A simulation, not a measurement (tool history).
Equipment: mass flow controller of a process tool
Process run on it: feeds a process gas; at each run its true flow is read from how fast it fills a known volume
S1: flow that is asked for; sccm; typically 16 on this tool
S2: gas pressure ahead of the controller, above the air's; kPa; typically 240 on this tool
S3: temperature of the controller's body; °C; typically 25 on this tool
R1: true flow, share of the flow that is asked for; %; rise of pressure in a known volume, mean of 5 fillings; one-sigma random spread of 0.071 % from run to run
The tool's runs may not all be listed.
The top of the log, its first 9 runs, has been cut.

run	hour	S1	S2	S3	R1
10	593.1	4	240	25	97.14
11	661.3	16	240	25	99.11
12	733.1	6	240	25	97.74
13	774.5	6	240	25	97.83
14	836.1	16	155	25	99.31
15	900.5	16	231	25	98.91
# hour 904.9: controller's zero set anew
16	969.1	2	240	25	93.33
17	1024.7	10	188	35	98.45
18	1072.1	16	238	34	98.81
19	1122	9	252	28	97.79
20	1183.6	16	240	32	98.72
21	1257.6	16	240	32	98.74
22	1323.9	2	183	33	92.93
# hour 1342.7: controller's zero set anew, once more
23	1399	2	183	33	98.56
24	1437.1	2	183	33	98.48
25	1510.6	5	277	30	98.41
26	1572.7	16	166	36	99.69
27	1616	16	250	40	99.41
28	1696.2	16	250	40	99.4
29	1783.6	16	250	40	99.22
30	1822.3	9	250	40	98.97
31	1889.6	9	250	40	98.82
32	1951.7	2	261	25	96.93

3 options for the next run, each taken on its own from the tool as it stands now. Forecast them:
A	2002.8	6	240	35	?
B	2002.8	2	245	25	?
C	2002.8	16	240	29	?

run	R1
A	98.38
B	96.98
C	99.15
Had the tool no hidden state, the same runs would have come out as:
run	R1
A	99.26
B	98.91
C	99.72

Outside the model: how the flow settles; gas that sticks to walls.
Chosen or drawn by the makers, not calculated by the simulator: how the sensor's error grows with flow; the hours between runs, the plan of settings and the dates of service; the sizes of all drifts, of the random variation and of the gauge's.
